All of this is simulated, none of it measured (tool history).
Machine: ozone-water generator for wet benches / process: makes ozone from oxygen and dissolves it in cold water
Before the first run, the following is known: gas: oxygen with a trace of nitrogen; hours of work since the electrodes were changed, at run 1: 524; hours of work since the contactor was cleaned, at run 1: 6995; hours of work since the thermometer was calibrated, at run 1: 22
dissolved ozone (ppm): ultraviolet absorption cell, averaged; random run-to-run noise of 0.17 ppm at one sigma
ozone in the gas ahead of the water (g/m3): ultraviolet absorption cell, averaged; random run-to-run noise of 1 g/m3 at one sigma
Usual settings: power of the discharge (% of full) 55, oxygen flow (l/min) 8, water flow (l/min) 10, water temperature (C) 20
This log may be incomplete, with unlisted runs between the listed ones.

| run | hour | power of the discharge (% of full) | oxygen flow (l/min) | water flow (l/min) | water temperature (C) | hours of work since the electrodes were changed | hours of work since the contactor was cleaned | hours of work since the thermometer was calibrated | dissolved ozone (ppm) | ozone in the gas ahead of the water (g/m3) |
|---|---|---|---|---|---|---|---|---|---|---|
| 1 | 0 | 55 | 8 | 10 | 20 | 524 | 6995 | 22 | 23.4 | 175.7 |
| 2 | 21.7 | 55 | 8 | 10 | 20 | 539 | 7010 | 38 | 23 | 177.4 |
| 3 | 46.9 | 55 | 8 | 10 | 20 | 557 | 7028 | 56 | 23.2 | 176 |
| 4 | 62.9 | 51 | 8 | 10 | 20 | 569 | 7039 | 67 | 22.3 | 169.6 |
| 5 | 89 | 55 | 13.32 | 10 | 20 | 587 | 7058 | 86 | 20.6 | 137.8 |
| 6 | 116.7 | 55 | 13.32 | 10 | 20 | 607 | 7078 | 105 | 20.5 | 138.1 |
| 7 | 138.8 | 55 | 13.32 | 10 | 20 | 622 | 7093 | 121 | 20.6 | 136.2 |
| 8 | 167.4 | 55 | 13.32 | 10 | 20 | 643 | 7114 | 141 | 20.5 | 136.5 |
| 9 | 195.4 | 55 | 13.64 | 10 | 20 | 663 | 7134 | 161 | 20.5 | 135.9 |
| 10 | 225.5 | 55 | 13.64 | 10 | 20 | 684 | 7155 | 183 | 20.3 | 134.6 |
| 11 | 240.8 | 55 | 13.64 | 10 | 20 | 695 | 7166 | 194 | 20.5 | 136.5 |
| 12 | 265.8 | 55 | 13.64 | 10 | 20 | 713 | 7184 | 211 | 20.4 | 133.2 |
| 13 | 293 | 55 | 13.64 | 10 | 20 | 732 | 7203 | 231 | 20.5 | 134.5 |
| 14 | 311.6 | 55 | 8 | 10 | 28 | 745 | 7216 | 244 | 19.2 | 174.5 |
| 15 | 327.1 | 55 | 8 | 10 | 28 | 756 | 7227 | 255 | 19.4 | 171.7 |
| 16 | 341.6 | 55 | 8 | 10 | 28 | 767 | 7238 | 265 | 19.1 | 171.9 |
| 17 | 362.8 | 79 | 8 | 10 | 25 | 782 | 7253 | 280 | 25 | 206.3 |
|  | 366.7 | gauge calibrated |
| 18 | 389.4 | 79 | 8 | 10 | 25 | 801 | 7272 | 299 | 25 | 212.3 |
| 19 | 407.4 | 47 | 10.25 | 10 | 25 | 813 | 7284 | 312 | 18 | 145.1 |
| 20 | 428.6 | 43 | 9.36 | 11 | 12 | 829 | 7300 | 327 | 23 | 144.4 |
| 21 | 450.8 | 43 | 9.36 | 8 | 12 | 844 | 7315 | 343 | 26.7 | 144.3 |
| 22 | 467.4 | 55 | 8 | 8 | 20 | 856 | 7327 | 355 | 26 | 175.1 |
| 23 | 491.9 | 59 | 8 | 10 | 20 | 874 | 7345 | 372 | 23.8 | 183.5 |
| 24 | 515.6 | 59 | 8 | 10 | 20 | 890 | 7361 | 389 | 24.2 | 178 |
| 25 | 528.8 | 55 | 10.9 | 13 | 20 | 900 | 7371 | 398 | 19 | 151.4 |
| 26 | 558.7 | 55 | 10.9 | 13 | 20 | 921 | 7392 | 420 | 19 | 151.9 |
| 27 | 587 | 88 | 12.34 | 6 | 14 | 941 | 7412 | 440 | 38.1 | 180 |

What differs in the tool's unlogged condition from the final listed run ahead of each entry between runs to the first listed run following it?
In the gap between runs 17 and 18: gauge calibrated (hour 366.7)
  drift of the gauge itself on gas_g_m3, %: -2.87 -> -0.18
  measured result minus the result with no hidden state, ozone in the gas ahead of the water (g/m3): -6.1 -> -0.4
